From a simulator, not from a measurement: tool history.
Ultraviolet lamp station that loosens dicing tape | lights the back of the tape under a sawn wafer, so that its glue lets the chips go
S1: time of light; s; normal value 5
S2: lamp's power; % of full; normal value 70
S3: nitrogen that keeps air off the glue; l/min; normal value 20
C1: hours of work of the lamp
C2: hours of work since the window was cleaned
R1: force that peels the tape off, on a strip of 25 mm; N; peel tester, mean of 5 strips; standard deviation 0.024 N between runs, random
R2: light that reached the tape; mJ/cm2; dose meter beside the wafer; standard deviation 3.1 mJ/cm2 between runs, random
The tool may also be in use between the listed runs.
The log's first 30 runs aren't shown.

run   hour  S1  S2  S3   C1   C2     R1   R2
 31  544.5   5  70   9  630   76  2.195  394
 32  561.6   4  65  17  641   87  2.279  289
 33  585.1   2  70   7  656  103  4.628  153
 34  601.0   9  70  13  667  113  0.768  697
 35  617.2   5  72  11  677  124  2.003  400
 36  632.5   3  68  14  687  134  3.300  223
 37  653.8   3  68  14  701  148  3.292  221
 38  666.1   3  68  14  709  156  3.117  222
 39  689.5   3  70  14  725  171  3.220  223
 40  711.1   3  65  40  739  185  2.529  209
 41  724.2   2  70  20  747  194  3.859  147
 42  743.3   2  70  20  760  206  3.835  146
 43  760.9   2  70  20  771  218  3.917  150

Forecast each of these 4 alternatives for the next run:
  A  771.1   5  86  20  778  224   ?   ?
  B  771.1   6  70  20  778  224   ?   ?
  C  771.1   2  84  20  778  224   ?   ?
  D  771.1   5  70  23  778  224   ?   ?

run     R1   R2
  A  1.181  449
  B  1.239  437
  C  3.492  177
  D  1.557  368
With no hidden state in the tool, these same runs would have given:
run     R1   R2
  A  0.787  568
  B  0.832  553
  C  2.903  223
  D  1.082  465
